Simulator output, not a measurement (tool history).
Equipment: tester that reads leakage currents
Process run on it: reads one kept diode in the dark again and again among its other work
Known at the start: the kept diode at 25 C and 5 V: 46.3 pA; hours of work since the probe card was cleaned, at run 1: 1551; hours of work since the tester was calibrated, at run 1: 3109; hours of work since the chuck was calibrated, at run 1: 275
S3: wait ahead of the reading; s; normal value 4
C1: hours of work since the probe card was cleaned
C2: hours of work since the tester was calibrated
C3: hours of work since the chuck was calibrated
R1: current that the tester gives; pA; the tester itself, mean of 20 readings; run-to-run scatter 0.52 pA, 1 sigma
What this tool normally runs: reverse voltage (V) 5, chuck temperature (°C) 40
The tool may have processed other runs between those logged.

{"run": 1, "hour": 0.0, "reverse voltage (V)": 5, "chuck temperature (°C)": 40, "S3": 4, "C1": 1551, "C2": 3109, "C3": 275, "R1": 179.78}
{"run": 2, "hour": 255.3, "reverse voltage (V)": 3.2, "chuck temperature (°C)": 40, "S3": 4, "C1": 1743, "C2": 3301, "C3": 467, "R1": 155.42}
{"run": 3, "hour": 470.9, "reverse voltage (V)": 3.2, "chuck temperature (°C)": 40, "S3": 4, "C1": 1905, "C2": 3464, "C3": 629, "R1": 157.01}
{"run": 4, "hour": 696.8, "reverse voltage (V)": 5, "chuck temperature (°C)": 40, "S3": 4, "C1": 2075, "C2": 3634, "C3": 799, "R1": 186.32}
{"run": 5, "hour": 867.0, "reverse voltage (V)": 5, "chuck temperature (°C)": 40, "S3": 1.34, "C1": 2203, "C2": 3762, "C3": 927, "R1": 189.59}
{"hour": 937.3, "done": "tester calibrated"}
{"run": 6, "hour": 1130.8, "reverse voltage (V)": 5, "chuck temperature (°C)": 40, "S3": 1.34, "C1": 2400, "C2": 146, "C3": 1124, "R1": 194.2}
{"run": 7, "hour": 1319.0, "reverse voltage (V)": 5, "chuck temperature (°C)": 40, "S3": 5.71, "C1": 2542, "C2": 287, "C3": 1266, "R1": 197.65}
{"hour": 1340.7, "done": "probe card cleaned and baked"}
{"run": 8, "hour": 1564.0, "reverse voltage (V)": 5, "chuck temperature (°C)": 31, "S3": 4, "C1": 168, "C2": 469, "C3": 1448, "R1": 88.5}
{"hour": 1647.5, "done": "chuck's temperature calibrated"}
{"run": 9, "hour": 1678.0, "reverse voltage (V)": 5, "chuck temperature (°C)": 31, "S3": 4, "C1": 252, "C2": 554, "C3": 23, "R1": 80.77}
{"run": 10, "hour": 1808.9, "reverse voltage (V)": 5, "chuck temperature (°C)": 40, "S3": 4, "C1": 351, "C2": 652, "C3": 122, "R1": 175.81}
{"run": 11, "hour": 2071.1, "reverse voltage (V)": 5, "chuck temperature (°C)": 40, "S3": 4, "C1": 548, "C2": 850, "C3": 319, "R1": 178.94}
{"run": 12, "hour": 2287.0, "reverse voltage (V)": 5, "chuck temperature (°C)": 40, "S3": 4, "C1": 711, "C2": 1012, "C3": 481, "R1": 181.72}
{"run": 13, "hour": 2512.8, "reverse voltage (V)": 5, "chuck temperature (°C)": 40, "S3": 4, "C1": 881, "C2": 1182, "C3": 651, "R1": 184.74}
{"run": 14, "hour": 2661.1, "reverse voltage (V)": 5, "chuck temperature (°C)": 40, "S3": 4, "C1": 992, "C2": 1294, "C3": 763, "R1": 185.71}
{"run": 15, "hour": 2828.8, "reverse voltage (V)": 5, "chuck temperature (°C)": 40, "S3": 8.97, "C1": 1118, "C2": 1420, "C3": 889, "R1": 187.32}
{"run": 16, "hour": 2962.4, "reverse voltage (V)": 5, "chuck temperature (°C)": 40, "S3": 8.97, "C1": 1219, "C2": 1520, "C3": 990, "R1": 190.64}
{"run": 17, "hour": 3085.4, "reverse voltage (V)": 5, "chuck temperature (°C)": 40, "S3": 4, "C1": 1312, "C2": 1613, "C3": 1082, "R1": 190.61}
{"run": 18, "hour": 3290.4, "reverse voltage (V)": 5, "chuck temperature (°C)": 32, "S3": 4, "C1": 1466, "C2": 1767, "C3": 1236, "R1": 100.51}
{"run": 19, "hour": 3514.9, "reverse voltage (V)": 5, "chuck temperature (°C)": 32, "S3": 4, "C1": 1635, "C2": 1936, "C3": 1405, "R1": 102.04}
{"run": 20, "hour": 3634.2, "reverse voltage (V)": 5, "chuck temperature (°C)": 32, "S3": 4.5, "C1": 1725, "C2": 2026, "C3": 1495, "R1": 103.17}
{"hour": 3661.1, "done": "chuck's temperature calibrated"}
{"run": 21, "hour": 3783.7, "reverse voltage (V)": 5, "chuck temperature (°C)": 32, "S3": 4.5, "C1": 1836, "C2": 2137, "C3": 92, "R1": 93}
{"run": 22, "hour": 4058.5, "reverse voltage (V)": 6.14, "chuck temperature (°C)": 21, "S3": 0.6, "C1": 2042, "C2": 2344, "C3": 299, "R1": 44.68}
{"run": 23, "hour": 4222.8, "reverse voltage (V)": 1.89, "chuck temperature (°C)": 40, "S3": 0.63, "C1": 2166, "C2": 2467, "C3": 423, "R1": 128.67}
{"run": 24, "hour": 4337.0, "reverse voltage (V)": 10.57, "chuck temperature (°C)": 40, "S3": 0.63, "C1": 2252, "C2": 2553, "C3": 509, "R1": 247.73}
{"run": 25, "hour": 4529.1, "reverse voltage (V)": 10.57, "chuck temperature (°C)": 40, "S3": 0.63, "C1": 2397, "C2": 2698, "C3": 653, "R1": 249.74}
{"run": 26, "hour": 4735.3, "reverse voltage (V)": 10.57, "chuck temperature (°C)": 40, "S3": 0.63, "C1": 2552, "C2": 2853, "C3": 808, "R1": 253.75}
{"hour": 4759.8, "done": "probe card cleaned and baked"}
{"run": 27, "hour": 4883.2, "reverse voltage (V)": 5, "chuck temperature (°C)": 58, "S3": 9, "C1": 93, "C2": 2962, "C3": 917, "R1": 750.24}
{"run": 28, "hour": 5082.3, "reverse voltage (V)": 1.35, "chuck temperature (°C)": 38, "S3": 1.14, "C1": 243, "C2": 3112, "C3": 1067, "R1": 99.73}
{"run": 29, "hour": 5344.5, "reverse voltage (V)": 5, "chuck temperature (°C)": 41, "S3": 1.26, "C1": 440, "C2": 3309, "C3": 1265, "R1": 203.46}
{"run": 30, "hour": 5592.3, "reverse voltage (V)": 1.74, "chuck temperature (°C)": 41, "S3": 0.3, "C1": 627, "C2": 3496, "C3": 1451, "R1": 142.56}
{"hour": 5666.5, "done": "chuck's temperature calibrated"}
{"run": 31, "hour": 5859.1, "reverse voltage (V)": 2.39, "chuck temperature (°C)": 37, "S3": 0.3, "C1": 826, "C2": 3695, "C3": 145, "R1": 105.47}
{"hour": 6018.8, "done": "tester calibrated"}
{"run": 32, "hour": 6087.0, "reverse voltage (V)": 5, "chuck temperature (°C)": 47, "S3": 4, "C1": 996, "C2": 51, "C3": 315, "R1": 318.78}
{"run": 33, "hour": 6320.2, "reverse voltage (V)": 10.19, "chuck temperature (°C)": 26, "S3": 4.65, "C1": 1171, "C2": 227, "C3": 490, "R1": 76.32}
{"run": 34, "hour": 6461.1, "reverse voltage (V)": 7.31, "chuck temperature (°C)": 24, "S3": 1.57, "C1": 1277, "C2": 333, "C3": 597, "R1": 57.91}
{"run": 35, "hour": 6576.9, "reverse voltage (V)": 7.31, "chuck temperature (°C)": 24, "S3": 1.57, "C1": 1365, "C2": 420, "C3": 684, "R1": 58.57}
{"run": 36, "hour": 6742.5, "reverse voltage (V)": 7.31, "chuck temperature (°C)": 24, "S3": 1.57, "C1": 1489, "C2": 545, "C3": 808, "R1": 59.54}
{"run": 37, "hour": 6897.9, "reverse voltage (V)": 7.31, "chuck temperature (°C)": 24, "S3": 1.57, "C1": 1606, "C2": 662, "C3": 925, "R1": 60.44}
{"run": 38, "hour": 7083.8, "reverse voltage (V)": 5, "chuck temperature (°C)": 32, "S3": 4, "C1": 1746, "C2": 802, "C3": 1065, "R1": 100.63}
{"run": 39, "hour": 7241.0, "reverse voltage (V)": 1.55, "chuck temperature (°C)": 21, "S3": 9.31, "C1": 1864, "C2": 920, "C3": 1183, "R1": 25.57}
{"run": 40, "hour": 7432.9, "reverse voltage (V)": 1.55, "chuck temperature (°C)": 21, "S3": 9.31, "C1": 2009, "C2": 1064, "C3": 1328, "R1": 25.95}

Here are 3 independent what-if runs from the current tool condition. What would each one return?
{"hour": 7690.7, "done": "chuck's temperature calibrated"}
{"run": "A", "hour": 7701.8, "reverse voltage (V)": 6.63, "chuck temperature (°C)": 56, "S3": 1.65, "C1": 2210, "C2": 1265, "C3": 8, "R1": "?"}
{"hour": 7690.7, "done": "chuck's temperature calibrated"}
{"run": "B", "hour": 7701.8, "reverse voltage (V)": 10.42, "chuck temperature (°C)": 47, "S3": 0.38, "C1": 2210, "C2": 1265, "C3": 8, "R1": "?"}
{"hour": 7690.7, "done": "chuck's temperature calibrated"}
{"run": "C", "hour": 7701.8, "reverse voltage (V)": 1.55, "chuck temperature (°C)": 31, "S3": 2.14, "C1": 2210, "C2": 1265, "C3": 8, "R1": "?"}

run=A R1=690.1
run=B R1=410.15
run=C R1=55.61
What these runs would have given with no unlogged condition in the tool:
run=A R1=683.2
run=B R1=395.71
run=C R1=53.44

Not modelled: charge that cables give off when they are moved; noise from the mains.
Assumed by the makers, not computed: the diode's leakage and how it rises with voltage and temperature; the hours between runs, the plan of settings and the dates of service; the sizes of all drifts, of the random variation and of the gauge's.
